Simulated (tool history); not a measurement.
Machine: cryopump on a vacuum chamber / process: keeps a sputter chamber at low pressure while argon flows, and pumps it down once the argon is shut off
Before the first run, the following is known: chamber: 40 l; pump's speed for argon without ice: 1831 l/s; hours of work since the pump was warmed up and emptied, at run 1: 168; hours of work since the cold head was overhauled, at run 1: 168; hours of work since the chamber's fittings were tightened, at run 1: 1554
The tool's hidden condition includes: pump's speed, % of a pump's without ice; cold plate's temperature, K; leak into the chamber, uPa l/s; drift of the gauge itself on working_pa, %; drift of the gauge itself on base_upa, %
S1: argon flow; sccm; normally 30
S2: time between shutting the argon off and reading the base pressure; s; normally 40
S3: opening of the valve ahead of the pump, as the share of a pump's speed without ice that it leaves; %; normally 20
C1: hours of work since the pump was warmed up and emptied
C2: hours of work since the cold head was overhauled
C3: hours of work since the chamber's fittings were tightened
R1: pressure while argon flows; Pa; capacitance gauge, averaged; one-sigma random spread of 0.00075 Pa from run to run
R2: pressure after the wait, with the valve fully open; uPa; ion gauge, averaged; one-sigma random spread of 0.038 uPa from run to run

run,day,S1,S2,S3,C1,C2,C3,R1,R2
1,0,30,40,20,168,168,1554,0.1407,2.86
2,0.367,30,40,20,176,176,1562,0.142,2.89
3,0.808,30,40,20,185,185,1571,0.1417,3.02
4,1.546,30,40,20,201,201,1587,0.1417,2.96
5,1.971,15,40,20,210,210,1596,0.0708,2.96
6,2.371,15,40,20,219,219,1605,0.0715,2.93
7,2.692,30,40,20,225,225,1612,0.1411,2.97
8,3.412,30,40,20,241,241,1627,0.1417,2.99
9,3.721,30,40,20,248,248,1634,0.1412,3.02
10,4.367,33,40,20,261,261,1648,0.1565,2.98
11,4.925,30,40,20,273,273,1660,0.1417,2.93
12,5.233,30,40,20,280,280,1666,0.1433,2.96
13,5.542,28,40,32,287,287,1673,0.0848,3
14,6.221,28,40,32,301,301,1687,0.0848,2.99
15,6.917,28,40,32,316,316,1702,0.084,3.07
16,7.538,16,23,23,329,329,1716,0.0685,4.45
17,8.246,41,84,39,345,345,1731,0.1034,2.11
18,8.904,23,40,41,359,359,1745,0.0561,3.12
19,9.562,14,284,25,373,373,1759,0.0545,1.4
20,10.258,19,40,34,388,388,1774,0.0536,3.2
21,10.65,19,40,34,396,396,1782,0.0549,3.08
22,11.129,19,40,34,406,406,1793,0.0546,3.21
23,11.483,30,115,20,414,414,1800,0.1456,1.81
24,12.154,30,115,20,428,428,1815,0.1435,1.87

Consider 4 possible next runs. They are alternatives, not a sequence: every one starts from the tool as it was left by run 24. What does each give?
A,12.808,17,26,31,442,442,1829,?,?
B,12.808,37,40,20,442,442,1829,?,?
C,12.808,42,62,42,442,442,1829,?,?
D,12.808,32,32,53,442,442,1829,?,?

run,R1,R2
A,0.0544,4.29
B,0.1787,3.11
C,0.1013,2.47
D,0.0628,3.72
With the hidden condition removed and each run's random variation left untouched, the same runs would have given:
run,R1,R2
A,0.0507,3.23
B,0.1708,2.08
C,0.0923,1.43
D,0.056,2.66

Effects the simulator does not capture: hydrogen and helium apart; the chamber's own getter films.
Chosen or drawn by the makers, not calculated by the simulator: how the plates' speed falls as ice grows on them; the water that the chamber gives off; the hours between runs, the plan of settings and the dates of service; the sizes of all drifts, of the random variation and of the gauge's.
